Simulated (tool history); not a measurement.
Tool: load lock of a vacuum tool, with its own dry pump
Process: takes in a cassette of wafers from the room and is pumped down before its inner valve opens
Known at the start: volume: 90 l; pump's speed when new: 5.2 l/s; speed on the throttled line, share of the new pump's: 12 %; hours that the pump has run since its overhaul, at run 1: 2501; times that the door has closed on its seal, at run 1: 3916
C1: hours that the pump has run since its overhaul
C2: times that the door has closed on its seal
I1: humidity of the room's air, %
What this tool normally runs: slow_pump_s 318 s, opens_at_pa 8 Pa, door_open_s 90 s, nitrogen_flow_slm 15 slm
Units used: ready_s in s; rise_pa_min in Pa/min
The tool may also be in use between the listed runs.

{"run": 1, "hour": 0.0, "slow_pump_s": 318, "opens_at_pa": 8, "door_open_s": 90, "nitrogen_flow_slm": 15, "C1": 2501, "C2": 3916, "I1": 45.9, "ready_s": 450.7, "rise_pa_min": 0.037}
{"run": 2, "hour": 94.6, "slow_pump_s": 318, "opens_at_pa": 8, "door_open_s": 90, "nitrogen_flow_slm": 15, "C1": 2595, "C2": 4125, "I1": 50.3, "ready_s": 451.6, "rise_pa_min": 0.035}
{"run": 3, "hour": 194.3, "slow_pump_s": 414, "opens_at_pa": 8, "door_open_s": 90, "nitrogen_flow_slm": 15, "C1": 2695, "C2": 4346, "I1": 44.9, "ready_s": 536.2, "rise_pa_min": 0.042}
{"run": 4, "hour": 302.5, "slow_pump_s": 491, "opens_at_pa": 8, "door_open_s": 90, "nitrogen_flow_slm": 15, "C1": 2803, "C2": 4585, "I1": 44.1, "ready_s": 601.6, "rise_pa_min": 0.041}
{"run": 5, "hour": 427.6, "slow_pump_s": 318, "opens_at_pa": 8, "door_open_s": 90, "nitrogen_flow_slm": 15, "C1": 2928, "C2": 4862, "I1": 46.6, "ready_s": 456.2, "rise_pa_min": 0.042}
{"run": 6, "hour": 543.1, "slow_pump_s": 318, "opens_at_pa": 9, "door_open_s": 90, "nitrogen_flow_slm": 15, "C1": 3044, "C2": 5118, "I1": 42.2, "ready_s": 450.3, "rise_pa_min": 0.05}
{"run": 7, "hour": 642.5, "slow_pump_s": 318, "opens_at_pa": 8, "door_open_s": 148, "nitrogen_flow_slm": 15, "C1": 3143, "C2": 5338, "I1": 45.8, "ready_s": 452.1, "rise_pa_min": 0.053}
{"run": 8, "hour": 709.2, "slow_pump_s": 269, "opens_at_pa": 8, "door_open_s": 189, "nitrogen_flow_slm": 17, "C1": 3210, "C2": 5485, "I1": 46.9, "ready_s": 410.2, "rise_pa_min": 0.048}
{"run": 9, "hour": 814.4, "slow_pump_s": 453, "opens_at_pa": 14, "door_open_s": 189, "nitrogen_flow_slm": 17, "C1": 3315, "C2": 5718, "I1": 47.7, "ready_s": 559.8, "rise_pa_min": 0.062}
{"run": 10, "hour": 890.2, "slow_pump_s": 453, "opens_at_pa": 14, "door_open_s": 189, "nitrogen_flow_slm": 17, "C1": 3391, "C2": 5886, "I1": 45.4, "ready_s": 561.7, "rise_pa_min": 0.055}
{"run": 11, "hour": 996.9, "slow_pump_s": 262, "opens_at_pa": 8, "door_open_s": 168, "nitrogen_flow_slm": 15, "C1": 3498, "C2": 6122, "I1": 43.7, "ready_s": 406.4, "rise_pa_min": 0.061}
{"run": 12, "hour": 1102.1, "slow_pump_s": 262, "opens_at_pa": 8, "door_open_s": 168, "nitrogen_flow_slm": 15, "C1": 3603, "C2": 6354, "I1": 41.2, "ready_s": 404.9, "rise_pa_min": 0.061}

The next listed run, before its measurement:
{"run": 13, "hour": 1204.3, "slow_pump_s": 262, "opens_at_pa": 8, "door_open_s": 168, "nitrogen_flow_slm": 15, "C1": 3705, "C2": 6580, "I1": 47.4, "ready_s": "?", "rise_pa_min": "?"}

For run 13 the tool returned ready_s 409.1 s, rise_pa_min 0.067 Pa/min.
With the hidden condition absent and the run-to-run variation left alone, this run would have shown ready_s 399.9 s, rise_pa_min 0.019 Pa/min.
